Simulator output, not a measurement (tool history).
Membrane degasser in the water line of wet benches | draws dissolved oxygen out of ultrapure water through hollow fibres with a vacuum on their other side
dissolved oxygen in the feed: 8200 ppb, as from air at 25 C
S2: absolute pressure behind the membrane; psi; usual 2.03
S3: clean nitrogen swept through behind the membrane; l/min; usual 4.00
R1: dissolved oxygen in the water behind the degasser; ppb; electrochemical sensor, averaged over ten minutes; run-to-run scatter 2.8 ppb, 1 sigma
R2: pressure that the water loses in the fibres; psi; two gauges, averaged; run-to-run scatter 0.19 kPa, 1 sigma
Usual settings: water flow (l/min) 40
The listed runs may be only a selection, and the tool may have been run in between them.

Run 1, hour 0.0: usual settings. Result: R1 458.1 ppb, R2 9.291 psi.
Run 2, hour 177.8: usual settings. Result: R1 462.2 ppb, R2 9.294 psi.
Run 3, hour 318.7: usual settings but S2 1.33 psi. Result: R1 358.9 ppb, R2 9.327 psi.
Run 4, hour 441.8: usual settings but S3 2.12 l/min. Result: R1 647.7 ppb, R2 9.314 psi.
Run 5, hour 618.1: usual settings. Result: R1 459.8 ppb, R2 9.339 psi.
Run 6, hour 758.8: usual settings but water flow (l/min) 30. Result: R1 342.3 ppb, R2 7.043 psi.
Run 7, hour 956.5: usual settings but water flow (l/min) 30. Result: R1 348.5 ppb, R2 7.033 psi.
Run 8, hour 1097.5: usual settings. Result: R1 458.4 ppb, R2 9.441 psi.
Run 9, hour 1180.5: usual settings. Result: R1 459.3 ppb, R2 9.443 psi.
Run 10, hour 1379.2: usual settings. Result: R1 462.5 ppb, R2 9.411 psi.
Run 11, hour 1493.6: usual settings. Result: R1 463.3 ppb, R2 9.429 psi.
Run 12, hour 1587.2: usual settings but water flow (l/min) 26. Result: R1 297.9 ppb, R2 6.128 psi.
Run 13, hour 1677.3: usual settings. Result: R1 458.5 ppb, R2 9.462 psi.
At hour 1727.7: gauge calibrated.
Run 14, hour 1807.1: usual settings. Result: R1 462.1 ppb, R2 9.277 psi.
Run 15, hour 1999.1: usual settings. Result: R1 464.5 ppb, R2 9.353 psi.
Run 16, hour 2105.3: usual settings. Result: R1 464.9 ppb, R2 9.291 psi.
Run 17, hour 2243.8: usual settings but S2 2.18 psi, S3 8.59 l/min. Result: R1 350.2 ppb, R2 9.343 psi.
Run 18, hour 2396.7: usual settings but S2 2.18 psi, S3 8.59 l/min. Result: R1 353.6 ppb, R2 9.306 psi.
Run 19, hour 2489.2: usual settings but water flow (l/min) 30, S2 1.60 psi. Result: R1 296.2 ppb, R2 7.021 psi.
Run 20, hour 2593.0: usual settings but S3 1.77 l/min. Result: R1 706.0 ppb, R2 9.346 psi.
At hour 2780.0: seals of the vacuum lines changed.
Run 21, hour 2780.0: usual settings but water flow (l/min) 31, S2 4.95 psi, S3 1.66 l/min. Result: R1 1266.6 ppb, R2 7.310 psi.
Run 22, hour 2930.5: usual settings but water flow (l/min) 31, S2 4.95 psi, S3 1.66 l/min. Result: R1 1258.5 ppb, R2 7.327 psi.
Run 23, hour 3107.1: usual settings but water flow (l/min) 37, S2 1.48 psi. Result: R1 352.8 ppb, R2 8.727 psi.
Run 24, hour 3223.6: usual settings but S2 2.89 psi, S3 4.05 l/min. Result: R1 581.6 ppb, R2 9.503 psi.
Run 25, hour 3372.2: usual settings but water flow (l/min) 45, S2 2.89 psi, S3 4.05 l/min. Result: R1 654.0 ppb, R2 10.672 psi.
Run 26, hour 3568.8: usual settings but water flow (l/min) 45, S2 2.89 psi, S3 4.05 l/min. Result: R1 651.6 ppb, R2 10.691 psi.
Run 27, hour 3720.1: usual settings but water flow (l/min) 62, S2 2.00 psi, S3 3.96 l/min. Result: R1 687.8 ppb, R2 14.830 psi.
Run 28, hour 3920.1: usual settings but water flow (l/min) 62, S2 2.00 psi, S3 3.96 l/min. Result: R1 691.4 ppb, R2 14.801 psi.
Run 29, hour 4008.6: usual settings but water flow (l/min) 54, S2 2.09 psi, S3 2.26 l/min. Result: R1 813.5 ppb, R2 13.000 psi.
Run 30, hour 4212.5: usual settings but water flow (l/min) 27, S3 2.77 l/min. Result: R1 374.4 ppb, R2 6.448 psi.
At hour 4310.6: vacuum gauge calibrated.
Run 31, hour 4346.4: usual settings but water flow (l/min) 37, S2 3.36 psi, S3 4.89 l/min. Result: R1 537.9 ppb, R2 8.881 psi.
Run 32, hour 4438.0: usual settings but water flow (l/min) 29, S2 1.58 psi. Result: R1 284.2 ppb, R2 6.985 psi.

Measured result minus the same run's result without the hidden state. Both carry the same run-to-run variation, though not necessarily the same gauge scatter:
What the log doesn't record here: membrane still open, %; true pressure behind the membrane over the reading, kPa; air that leaks in behind the membrane, l/min; drift of the gauge itself on oxygen_ppb, %; drift of the gauge itself on loss_of_pressure_kpa, %.
run      R2
  1  +0.004
  2  +0.028
  3  +0.046
  4  +0.062
  5  +0.086
  6  +0.078
  7  +0.097
  8  +0.149
  9  +0.158
 10  +0.184
 11  +0.199
 12  +0.136
 13  +0.223
 14  +0.016
 15  +0.042
 16  +0.055
 17  +0.074
 18  +0.093
 19  +0.080
 20  +0.119
 21  +0.112
 22  +0.126
 23  +0.173
 24  +0.203
 25  +0.247
 26  +0.277
 27  +0.415
 28  +0.451
 29  +0.412
 30  +0.222
 31  +0.321
 32  +0.261
For R1, the value without the hidden state is never more than 1.2 ppb from the measured value.
